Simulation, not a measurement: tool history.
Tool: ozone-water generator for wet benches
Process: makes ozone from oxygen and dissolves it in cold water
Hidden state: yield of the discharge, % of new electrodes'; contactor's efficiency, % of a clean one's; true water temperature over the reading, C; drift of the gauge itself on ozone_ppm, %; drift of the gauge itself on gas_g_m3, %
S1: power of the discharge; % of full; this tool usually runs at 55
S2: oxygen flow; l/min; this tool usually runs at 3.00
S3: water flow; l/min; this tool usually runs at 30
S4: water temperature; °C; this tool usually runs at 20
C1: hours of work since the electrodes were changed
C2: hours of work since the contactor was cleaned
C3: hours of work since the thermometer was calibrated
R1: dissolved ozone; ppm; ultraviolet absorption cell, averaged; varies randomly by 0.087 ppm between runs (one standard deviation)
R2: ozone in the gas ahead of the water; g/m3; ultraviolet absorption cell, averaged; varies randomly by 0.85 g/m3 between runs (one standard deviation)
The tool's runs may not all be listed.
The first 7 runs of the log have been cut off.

Run 8, hour 764.6: usual settings but S4 13 °C; C1 2964; C2 5479; C3 541. Result: R1 6.75 ppm, R2 138.1 g/m3.
Run 9, hour 860.6: usual settings; C1 3037; C2 5552; C3 614. Result: R1 6.33 ppm, R2 137.5 g/m3.
Run 10, hour 1006.0: usual settings but S1 43 % of full; C1 3148; C2 5663; C3 725. Result: R1 5.35 ppm, R2 121.4 g/m3.
Run 11, hour 1087.2: usual settings but S1 71 % of full; C1 3211; C2 5725; C3 787. Result: R1 7.38 ppm, R2 157.0 g/m3.
Run 12, hour 1236.7: usual settings; C1 3325; C2 5840; C3 901. Result: R1 6.18 ppm, R2 138.8 g/m3.
Run 13, hour 1350.1: usual settings but S1 42 % of full; C1 3411; C2 5926; C3 988. Result: R1 5.50 ppm, R2 121.0 g/m3.
Run 14, hour 1511.0: usual settings but S3 33 l/min; C1 3534; C2 6049; C3 1111. Result: R1 5.81 ppm, R2 137.6 g/m3.
Run 15, hour 1599.2: usual settings; C1 3602; C2 6117; C3 1178. Result: R1 6.25 ppm, R2 139.2 g/m3.
Run 16, hour 1737.8: usual settings but S3 20 l/min; C1 3708; C2 6222; C3 1284. Result: R1 9.30 ppm, R2 137.6 g/m3.
Run 17, hour 1895.2: usual settings but S3 20 l/min; C1 3828; C2 6343; C3 1404. Result: R1 9.39 ppm, R2 137.5 g/m3.
Run 18, hour 1970.5: usual settings but S1 46 % of full, S2 1.97 l/min, S3 25 l/min; C1 3885; C2 6400; C3 1462. Result: R1 6.33 ppm, R2 157.6 g/m3.
At hour 2025.1: contactor cleaned.
Run 19, hour 2055.1: usual settings but S1 46 % of full, S2 1.97 l/min, S3 25 l/min; C1 3947; C2 23; C3 1523. Result: R1 6.44 ppm, R2 159.4 g/m3.
Run 20, hour 2233.6: usual settings but S1 46 % of full, S2 1.97 l/min, S3 25 l/min; C1 4083; C2 159; C3 1660. Result: R1 6.16 ppm, R2 158.1 g/m3.

What will run 21 give?
Run 21, hour 2399.1: usual settings but S4 19 °C; C1 4210; C2 286; C3 1786. Result: R1 ?, R2 ?.

R1: 6.40 ppm
R2: 139.5 g/m3
The same run, on a tool lacking any hidden state, would have yielded R1 6.41 ppm, R2 139.6 g/m3.
